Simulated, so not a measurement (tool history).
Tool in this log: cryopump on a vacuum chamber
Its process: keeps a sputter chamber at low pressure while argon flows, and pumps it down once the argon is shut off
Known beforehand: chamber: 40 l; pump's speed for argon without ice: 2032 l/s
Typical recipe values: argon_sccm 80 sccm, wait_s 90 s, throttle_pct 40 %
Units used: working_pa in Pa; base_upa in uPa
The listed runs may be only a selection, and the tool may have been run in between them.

{"run": 1, "hour": 0.0, "argon_sccm": 80, "wait_s": 90, "throttle_pct": 40, "working_pa": 0.1682, "base_upa": 0.54}
{"run": 2, "hour": 9.1, "argon_sccm": 80, "wait_s": 90, "throttle_pct": 42, "working_pa": 0.1603, "base_upa": 0.58}
{"run": 3, "hour": 20.7, "argon_sccm": 80, "wait_s": 90, "throttle_pct": 16, "working_pa": 0.4164, "base_upa": 0.56}
{"run": 4, "hour": 34.2, "argon_sccm": 80, "wait_s": 90, "throttle_pct": 16, "working_pa": 0.4174, "base_upa": 0.61}
{"run": 5, "hour": 41.1, "argon_sccm": 80, "wait_s": 90, "throttle_pct": 16, "working_pa": 0.4171, "base_upa": 0.6}
{"run": 6, "hour": 48.4, "argon_sccm": 80, "wait_s": 90, "throttle_pct": 16, "working_pa": 0.418, "base_upa": 0.53}

What will run 7 give?
{"run": 7, "hour": 57.4, "argon_sccm": 97, "wait_s": 168, "throttle_pct": 19, "working_pa": "?", "base_upa": "?"}

working_pa: 0.4260 Pa
base_upa: 0.43 uPa
Minus the tool's unlogged condition, the same run would have read working_pa 0.4235 Pa, base_upa 0.30 uPa.

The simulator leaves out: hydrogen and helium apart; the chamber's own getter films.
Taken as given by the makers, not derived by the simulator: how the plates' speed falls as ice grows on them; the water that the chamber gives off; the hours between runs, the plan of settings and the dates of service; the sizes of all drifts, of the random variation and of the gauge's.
